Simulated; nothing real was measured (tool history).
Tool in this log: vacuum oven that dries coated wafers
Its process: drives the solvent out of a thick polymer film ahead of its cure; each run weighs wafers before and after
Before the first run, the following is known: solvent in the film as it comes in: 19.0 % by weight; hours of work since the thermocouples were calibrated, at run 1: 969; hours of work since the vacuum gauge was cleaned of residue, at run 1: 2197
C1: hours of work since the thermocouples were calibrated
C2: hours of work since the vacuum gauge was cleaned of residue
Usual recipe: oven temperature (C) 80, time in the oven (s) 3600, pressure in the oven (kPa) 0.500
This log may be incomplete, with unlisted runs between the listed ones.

{"run": 1, "hour": 0.0, "oven temperature (C)": 80, "time in the oven (s)": 3600, "pressure in the oven (kPa)": 0.5, "C1": 969, "C2": 2197, "solvent left in the film (%)": 2.56}
{"run": 2, "hour": 99.2, "oven temperature (C)": 80, "time in the oven (s)": 3600, "pressure in the oven (kPa)": 0.5, "C1": 1025, "C2": 2252, "solvent left in the film (%)": 2.61}
{"run": 3, "hour": 164.6, "oven temperature (C)": 80, "time in the oven (s)": 3600, "pressure in the oven (kPa)": 0.5, "C1": 1061, "C2": 2288, "solvent left in the film (%)": 2.63}
{"run": 4, "hour": 254.1, "oven temperature (C)": 80, "time in the oven (s)": 3600, "pressure in the oven (kPa)": 0.5, "C1": 1111, "C2": 2338, "solvent left in the film (%)": 2.69}
{"run": 5, "hour": 321.6, "oven temperature (C)": 80, "time in the oven (s)": 3600, "pressure in the oven (kPa)": 0.5, "C1": 1149, "C2": 2376, "solvent left in the film (%)": 2.66}
{"run": 6, "hour": 392.0, "oven temperature (C)": 80, "time in the oven (s)": 3600, "pressure in the oven (kPa)": 0.985, "C1": 1188, "C2": 2415, "solvent left in the film (%)": 2.92}
{"run": 7, "hour": 483.6, "oven temperature (C)": 80, "time in the oven (s)": 3600, "pressure in the oven (kPa)": 0.985, "C1": 1239, "C2": 2467, "solvent left in the film (%)": 2.95}
{"run": 8, "hour": 599.4, "oven temperature (C)": 80, "time in the oven (s)": 3600, "pressure in the oven (kPa)": 0.985, "C1": 1304, "C2": 2531, "solvent left in the film (%)": 3.03}
{"run": 9, "hour": 665.1, "oven temperature (C)": 92, "time in the oven (s)": 3600, "pressure in the oven (kPa)": 0.5, "C1": 1341, "C2": 2568, "solvent left in the film (%)": 0.69}
{"hour": 716.1, "done": "oven's thermocouples calibrated"}
{"run": 10, "hour": 756.4, "oven temperature (C)": 80, "time in the oven (s)": 3300, "pressure in the oven (kPa)": 0.5, "C1": 22, "C2": 2618, "solvent left in the film (%)": 2.52}
{"run": 11, "hour": 832.9, "oven temperature (C)": 80, "time in the oven (s)": 3300, "pressure in the oven (kPa)": 0.5, "C1": 65, "C2": 2660, "solvent left in the film (%)": 2.59}
{"run": 12, "hour": 893.9, "oven temperature (C)": 80, "time in the oven (s)": 3300, "pressure in the oven (kPa)": 0.5, "C1": 99, "C2": 2694, "solvent left in the film (%)": 2.54}
{"run": 13, "hour": 950.7, "oven temperature (C)": 80, "time in the oven (s)": 3300, "pressure in the oven (kPa)": 0.5, "C1": 131, "C2": 2726, "solvent left in the film (%)": 2.61}
{"run": 14, "hour": 1020.6, "oven temperature (C)": 80, "time in the oven (s)": 3600, "pressure in the oven (kPa)": 0.5, "C1": 170, "C2": 2765, "solvent left in the film (%)": 2.28}
{"run": 15, "hour": 1143.1, "oven temperature (C)": 80, "time in the oven (s)": 3600, "pressure in the oven (kPa)": 0.5, "C1": 238, "C2": 2834, "solvent left in the film (%)": 2.27}
{"run": 16, "hour": 1212.7, "oven temperature (C)": 80, "time in the oven (s)": 3600, "pressure in the oven (kPa)": 0.5, "C1": 277, "C2": 2872, "solvent left in the film (%)": 2.34}
{"hour": 1278.0, "done": "vacuum gauge cleaned of residue and calibrated"}
{"run": 17, "hour": 1313.8, "oven temperature (C)": 80, "time in the oven (s)": 3600, "pressure in the oven (kPa)": 0.5, "C1": 333, "C2": 20, "solvent left in the film (%)": 2.05}
{"run": 18, "hour": 1385.4, "oven temperature (C)": 80, "time in the oven (s)": 3600, "pressure in the oven (kPa)": 0.5, "C1": 373, "C2": 60, "solvent left in the film (%)": 1.98}
{"run": 19, "hour": 1507.8, "oven temperature (C)": 80, "time in the oven (s)": 3540, "pressure in the oven (kPa)": 0.5, "C1": 441, "C2": 128, "solvent left in the film (%)": 2.16}
{"run": 20, "hour": 1620.5, "oven temperature (C)": 80, "time in the oven (s)": 3540, "pressure in the oven (kPa)": 0.5, "C1": 504, "C2": 191, "solvent left in the film (%)": 2.19}
{"run": 21, "hour": 1727.5, "oven temperature (C)": 90, "time in the oven (s)": 3540, "pressure in the oven (kPa)": 0.5, "C1": 564, "C2": 251, "solvent left in the film (%)": 0.57}
{"run": 22, "hour": 1809.1, "oven temperature (C)": 90, "time in the oven (s)": 3540, "pressure in the oven (kPa)": 0.5, "C1": 609, "C2": 296, "solvent left in the film (%)": 0.54}
{"run": 23, "hour": 1906.4, "oven temperature (C)": 80, "time in the oven (s)": 5160, "pressure in the oven (kPa)": 0.5, "C1": 664, "C2": 351, "solvent left in the film (%)": 1.05}
{"run": 24, "hour": 2006.7, "oven temperature (C)": 80, "time in the oven (s)": 5160, "pressure in the oven (kPa)": 0.5, "C1": 720, "C2": 407, "solvent left in the film (%)": 1.06}
{"run": 25, "hour": 2109.0, "oven temperature (C)": 82, "time in the oven (s)": 2100, "pressure in the oven (kPa)": 0.5, "C1": 777, "C2": 464, "solvent left in the film (%)": 4.13}
{"run": 26, "hour": 2215.7, "oven temperature (C)": 82, "time in the oven (s)": 2100, "pressure in the oven (kPa)": 0.5, "C1": 836, "C2": 523, "solvent left in the film (%)": 4.15}
{"run": 27, "hour": 2312.5, "oven temperature (C)": 80, "time in the oven (s)": 2400, "pressure in the oven (kPa)": 0.5, "C1": 890, "C2": 577, "solvent left in the film (%)": 4.17}
{"run": 28, "hour": 2376.0, "oven temperature (C)": 93, "time in the oven (s)": 3600, "pressure in the oven (kPa)": 1.922, "C1": 926, "C2": 613, "solvent left in the film (%)": 0.74}
{"run": 29, "hour": 2486.2, "oven temperature (C)": 93, "time in the oven (s)": 3600, "pressure in the oven (kPa)": 1.922, "C1": 987, "C2": 674, "solvent left in the film (%)": 0.73}
{"run": 30, "hour": 2554.4, "oven temperature (C)": 93, "time in the oven (s)": 6060, "pressure in the oven (kPa)": 1.922, "C1": 1025, "C2": 712, "solvent left in the film (%)": 0.64}
{"run": 31, "hour": 2673.9, "oven temperature (C)": 66, "time in the oven (s)": 2160, "pressure in the oven (kPa)": 1.233, "C1": 1092, "C2": 779, "solvent left in the film (%)": 10.31}
{"run": 32, "hour": 2783.1, "oven temperature (C)": 79, "time in the oven (s)": 3480, "pressure in the oven (kPa)": 0.763, "C1": 1153, "C2": 840, "solvent left in the film (%)": 2.89}
{"run": 33, "hour": 2876.2, "oven temperature (C)": 92, "time in the oven (s)": 3780, "pressure in the oven (kPa)": 0.86, "C1": 1205, "C2": 892, "solvent left in the film (%)": 0.51}
{"run": 34, "hour": 2949.4, "oven temperature (C)": 92, "time in the oven (s)": 3780, "pressure in the oven (kPa)": 0.86, "C1": 1246, "C2": 933, "solvent left in the film (%)": 0.49}
{"run": 35, "hour": 3053.3, "oven temperature (C)": 72, "time in the oven (s)": 3780, "pressure in the oven (kPa)": 0.671, "C1": 1304, "C2": 991, "solvent left in the film (%)": 5.05}
{"hour": 3167.7, "done": "oven's thermocouples calibrated"}
{"run": 36, "hour": 3167.7, "oven temperature (C)": 77, "time in the oven (s)": 3720, "pressure in the oven (kPa)": 0.417, "C1": 0, "C2": 1054, "solvent left in the film (%)": 2.57}
{"run": 37, "hour": 3247.2, "oven temperature (C)": 77, "time in the oven (s)": 3720, "pressure in the oven (kPa)": 0.417, "C1": 44, "C2": 1098, "solvent left in the film (%)": 2.67}
{"run": 38, "hour": 3347.0, "oven temperature (C)": 80, "time in the oven (s)": 3600, "pressure in the oven (kPa)": 1.375, "C1": 100, "C2": 1154, "solvent left in the film (%)": 2.41}
{"run": 39, "hour": 3463.0, "oven temperature (C)": 80, "time in the oven (s)": 3600, "pressure in the oven (kPa)": 1.375, "C1": 165, "C2": 1219, "solvent left in the film (%)": 2.45}
{"run": 40, "hour": 3538.6, "oven temperature (C)": 85, "time in the oven (s)": 2880, "pressure in the oven (kPa)": 1.51, "C1": 207, "C2": 1261, "solvent left in the film (%)": 2.01}
{"run": 41, "hour": 3655.9, "oven temperature (C)": 69, "time in the oven (s)": 3960, "pressure in the oven (kPa)": 0.5, "C1": 272, "C2": 1326, "solvent left in the film (%)": 5.34}
{"run": 42, "hour": 3722.5, "oven temperature (C)": 66, "time in the oven (s)": 3360, "pressure in the oven (kPa)": 0.762, "C1": 310, "C2": 1363, "solvent left in the film (%)": 7.56}
{"run": 43, "hour": 3790.6, "oven temperature (C)": 81, "time in the oven (s)": 3600, "pressure in the oven (kPa)": 0.842, "C1": 348, "C2": 1401, "solvent left in the film (%)": 2.04}
{"run": 44, "hour": 3840.7, "oven temperature (C)": 81, "time in the oven (s)": 3600, "pressure in the oven (kPa)": 0.792, "C1": 376, "C2": 1429, "solvent left in the film (%)": 2.0}
{"run": 45, "hour": 3915.0, "oven temperature (C)": 76, "time in the oven (s)": 3540, "pressure in the oven (kPa)": 0.492, "C1": 417, "C2": 1471, "solvent left in the film (%)": 3.45}
{"run": 46, "hour": 4031.4, "oven temperature (C)": 76, "time in the oven (s)": 3540, "pressure in the oven (kPa)": 0.492, "C1": 482, "C2": 1536, "solvent left in the film (%)": 3.44}
{"run": 47, "hour": 4101.2, "oven temperature (C)": 76, "time in the oven (s)": 3540, "pressure in the oven (kPa)": 0.492, "C1": 521, "C2": 1575, "solvent left in the film (%)": 3.51}

Across each entry between runs, compare the hidden state at the last listed run before it with the hidden state at the first listed run after it:
Logged between run 9 and run 10: oven's thermocouples calibrated (hour 716.1)
  true wafer temperature over the reading, C: -2.16 -> -0.05; true pressure over the reading, kPa: 0.688 -> 0.702
  difference, measured minus the result without the unlogged condition, solvent left in the film (%): +0.33 -> +0.29
Logged between run 16 and run 17: vacuum gauge cleaned of residue and calibrated (hour 1278.0)
  true wafer temperature over the reading, C: -0.36 -> -0.44; true pressure over the reading, kPa: 0.774 -> 0.004
  difference, measured minus the result without the unlogged condition, solvent left in the film (%): +0.41 -> +0.11
Logged between run 35 and run 36: oven's thermocouples calibrated (hour 3167.7)
  true wafer temperature over the reading, C: -1.71 -> 0.14; true pressure over the reading, kPa: 0.268 -> 0.283
  difference, measured minus the result without the unlogged condition, solvent left in the film (%): +0.78 -> +0.09

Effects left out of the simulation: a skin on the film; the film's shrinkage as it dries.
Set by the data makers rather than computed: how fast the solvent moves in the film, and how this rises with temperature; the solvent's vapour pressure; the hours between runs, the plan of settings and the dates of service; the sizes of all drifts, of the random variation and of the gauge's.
